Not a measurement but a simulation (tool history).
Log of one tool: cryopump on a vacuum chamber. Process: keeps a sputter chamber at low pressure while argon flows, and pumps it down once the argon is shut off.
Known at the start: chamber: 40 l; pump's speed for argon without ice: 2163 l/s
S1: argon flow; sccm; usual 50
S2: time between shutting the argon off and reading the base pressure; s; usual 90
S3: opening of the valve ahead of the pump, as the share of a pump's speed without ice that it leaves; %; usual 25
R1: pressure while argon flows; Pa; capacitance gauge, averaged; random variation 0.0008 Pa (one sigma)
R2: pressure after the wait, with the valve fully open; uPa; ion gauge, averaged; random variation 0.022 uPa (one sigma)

Run 1, hour 0: usual settings. Result: R1 0.1564 Pa, R2 0.84 uPa.
Run 2, hour 39.9: usual settings. Result: R1 0.1567 Pa, R2 0.82 uPa.
Run 3, hour 72.3: usual settings. Result: R1 0.159 Pa, R2 0.91 uPa.
Run 4, hour 96.5: usual settings. Result: R1 0.1572 Pa, R2 0.91 uPa.
Run 5, hour 116.2: usual settings. Result: R1 0.1587 Pa, R2 0.93 uPa.
Run 6, hour 140: usual settings. Result: R1 0.1586 Pa, R2 0.9 uPa.
Run 7, hour 185.3: usual settings. Result: R1 0.1612 Pa, R2 0.95 uPa.
Run 8, hour 205.5: usual settings. Result: R1 0.1598 Pa, R2 0.98 uPa.
Run 9, hour 247: usual settings. Result: R1 0.1596 Pa, R2 1 uPa.
Run 10, hour 290.9: usual settings. Result: R1 0.1607 Pa, R2 1.01 uPa.
Run 11, hour 318.3: usual settings but S2 177 s. Result: R1 0.1612 Pa, R2 0.75 uPa.
Run 12, hour 364: usual settings but S2 177 s. Result: R1 0.1621 Pa, R2 0.81 uPa.
Run 13, hour 404.9: usual settings but S2 177 s. Result: R1 0.1642 Pa, R2 0.83 uPa.
Run 14, hour 431.5: usual settings but S1 37 sccm, S2 177 s. Result: R1 0.1207 Pa, R2 0.86 uPa.
At hour 454.9: pump warmed up, emptied and cooled again.
Run 15, hour 475.3: usual settings. Result: R1 0.1573 Pa, R2 1 uPa.
Run 16, hour 504.7: usual settings. Result: R1 0.1584 Pa, R2 1.02 uPa.
Run 17, hour 529.9: usual settings but S1 67 sccm. Result: R1 0.2102 Pa, R2 1.04 uPa.
Run 18, hour 566.3: usual settings but S1 65 sccm, S2 132 s, S3 26 %. Result: R1 0.1981 Pa, R2 0.93 uPa.
Run 19, hour 611.8: usual settings but S2 34 s, S3 22 %. Result: R1 0.1785 Pa, R2 1.85 uPa.
Run 20, hour 645.6: usual settings but S1 22 sccm, S2 54 s, S3 19 %. Result: R1 0.092 Pa, R2 1.41 uPa.
Run 21, hour 677.6: usual settings but S1 22 sccm, S2 54 s, S3 19 %. Result: R1 0.0924 Pa, R2 1.47 uPa.
Run 22, hour 713.4: usual settings but S1 29 sccm, S2 41 s, S3 22 %. Result: R1 0.1043 Pa, R2 1.68 uPa.
Run 23, hour 739.3: usual settings but S1 29 sccm, S2 41 s, S3 22 %. Result: R1 0.1055 Pa, R2 1.72 uPa.
Run 24, hour 785.3: usual settings but S2 74 s. Result: R1 0.1604 Pa, R2 1.28 uPa.
Run 25, hour 813.4: usual settings but S1 74 sccm. Result: R1 0.2384 Pa, R2 1.2 uPa.
Run 26, hour 841.5: usual settings but S1 33 sccm, S2 33 s, S3 17 %. Result: R1 0.1553 Pa, R2 2.06 uPa.
Run 27, hour 886: usual settings but S1 32 sccm, S2 105 s, S3 17 %. Result: R1 0.1505 Pa, R2 1.16 uPa.
Run 28, hour 911.6: usual settings but S3 48 %. Result: R1 0.0874 Pa, R2 1.23 uPa.
At hour 961.9: pump warmed up, emptied and cooled again.
Run 29, hour 961.9: usual settings but S3 48 %. Result: R1 0.0829 Pa, R2 1.23 uPa.
Run 30, hour 1000.8: usual settings but S2 211 s, S3 24 %. Result: R1 0.1644 Pa, R2 0.91 uPa.
Run 31, hour 1019.4: usual settings but S1 62 sccm, S2 244 s. Result: R1 0.1942 Pa, R2 0.9 uPa.
Run 32, hour 1041.7: usual settings but S2 39 s. Result: R1 0.1585 Pa, R2 1.86 uPa.
Run 33, hour 1071.4: usual settings but S2 39 s. Result: R1 0.1584 Pa, R2 1.91 uPa.
Run 34, hour 1097.6: usual settings but S3 26 %. Result: R1 0.1512 Pa, R2 1.23 uPa.

3 ways to go on from here, each from the tool as it stands after run 34. What would each give?
Run A, hour 1133.2: usual settings but S1 51 sccm, S3 52 %. Result: R1 ?, R2 ?.
Run B, hour 1133.2: usual settings. Result: R1 ?, R2 ?.
Run C, hour 1133.2: usual settings but S3 26 %. Result: R1 ?, R2 ?.

run      R1    R2
  A  0.0791  1.26
  B  0.1584  1.21
  C  0.1533  1.25
Without the tool's hidden state the same runs would have given:
run      R1    R2
  A  0.0765  0.62
  B  0.1559  0.58
  C  0.1507  0.61
